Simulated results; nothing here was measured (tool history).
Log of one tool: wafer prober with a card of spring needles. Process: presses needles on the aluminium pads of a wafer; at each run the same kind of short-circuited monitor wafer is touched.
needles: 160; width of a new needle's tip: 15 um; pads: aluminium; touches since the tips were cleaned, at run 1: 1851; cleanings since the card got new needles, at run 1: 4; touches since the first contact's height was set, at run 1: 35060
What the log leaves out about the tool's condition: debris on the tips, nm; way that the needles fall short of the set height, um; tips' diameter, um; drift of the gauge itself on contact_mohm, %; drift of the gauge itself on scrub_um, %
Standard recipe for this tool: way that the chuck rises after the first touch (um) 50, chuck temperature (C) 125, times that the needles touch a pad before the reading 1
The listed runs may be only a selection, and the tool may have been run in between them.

run   hour  way that the chuck rises after the first touch (um)  chuck temperature (C)  times that the needles touch a pad before the reading  touches since the tips were cleaned  cleanings since the card got new needles  touches since the first contact's height was set  resistance of one needle with its contact and lead (mohm)  way that a needle slides on the pad (um)
  1    0.0                                                   50                    125                                                      1                                 1851                                         4                                             35060                                                        310                                     13.12
  2    8.8                                                   50                    125                                                      1                                 4269                                         4                                             37478                                                        320                                     13.11
  3   17.1                                                   30                    125                                                      1                                 6541                                         4                                             39750                                                        401                                      7.82
      22.1  -- tips cleaned on abrasive film
  4   24.7                                                   47                    125                                                      1                                  720                                         5                                             41794                                                        290                                     12.30
  5   30.0                                                   47                    125                                                      1                                 2179                                         5                                             43253                                                        316                                     12.31
  6   39.3                                                   47                    125                                                      1                                 4704                                         5                                             45778                                                        322                                     12.27
  7   45.4                                                   47                    125                                                      1                                 6393                                         5                                             47467                                                        329                                     12.30
  8   49.7                                                   47                    125                                                      1                                 7559                                         5                                             48633                                                        330                                     12.29
      51.0  -- tips cleaned on abrasive film
  9   55.7                                                   50                    125                                                      1                                 1294                                         6                                             50253                                                        298                                     13.04
 10   61.6                                                   50                    125                                                      1                                 2911                                         6                                             51870                                                        314                                     13.06
 11   68.5                                                   50                    125                                                      1                                 4788                                         6                                             53747                                                        321                                     13.07
 12   78.4                                                   47                    125                                                      1                                 7500                                         6                                             56459                                                        331                                     12.29
      80.1  -- tips cleaned on abrasive film
 13   85.9                                                   50                    125                                                      1                                 1587                                         7                                             58495                                                        306                                     13.02
 14   93.6                                                   50                    125                                                      1                                 3674                                         7                                             60582                                                        322                                     13.04
 15  101.3                                                   50                     92                                                      1                                 5799                                         7                                             62707                                                        319                                     13.04
 16  105.7                                                   50                    125                                                      1                                 7002                                         7                                             63910                                                        325                                     13.05
     109.2  -- tips cleaned on abrasive film
 17  113.0                                                   50                    125                                                      1                                 1060                                         8                                             65889                                                        298                                     13.01
 18  119.0                                                   50                     95                                                      1                                 2689                                         8                                             67518                                                        305                                     13.01
 19  126.6                                                   46                     29                                                      2                                 4779                                         8                                             69608                                                        288                                     11.96
     129.8  -- height of the first contact set anew
 20  133.3                                                   46                     29                                                      2                                 6516                                         8                                               958                                                        287                                     12.11
     138.2  -- tips cleaned on abrasive film
 21  141.4                                                   46                     29                                                      2                                  865                                         9                                              3142                                                        267                                     12.10
 22  145.7                                                   52                     63                                                      2                                 2063                                         9                                              4340                                                        277                                     13.72
 23  151.6                                                   52                     63                                                      2                                 3680                                         9                                              5957                                                        285                                     13.68
 24  158.6                                                   50                    125                                                      1                                 5590                                         9                                              7867                                                        322                                     13.17
     167.4  -- tips cleaned on abrasive film
 25  167.7                                                   65                    125                                                      1                                   78                                        10                                             10314                                                        271                                     17.06
 26  172.7                                                   65                    125                                                      1                                 1454                                        10                                             11690                                                        292                                     17.04

What will run 27 give?
 27  178.1                                                   42                     25                                                      1                                 2931                                        10                                             13167                                                          ?                                         ?

Run 27 came out at resistance of one needle with its contact and lead (mohm) 318, way that a needle slides on the pad (um) 11.05.
On a tool with no hidden condition, and with the same random variation, this run would have come out at resistance of one needle with its contact and lead (mohm) 248, way that a needle slides on the pad (um) 11.09.

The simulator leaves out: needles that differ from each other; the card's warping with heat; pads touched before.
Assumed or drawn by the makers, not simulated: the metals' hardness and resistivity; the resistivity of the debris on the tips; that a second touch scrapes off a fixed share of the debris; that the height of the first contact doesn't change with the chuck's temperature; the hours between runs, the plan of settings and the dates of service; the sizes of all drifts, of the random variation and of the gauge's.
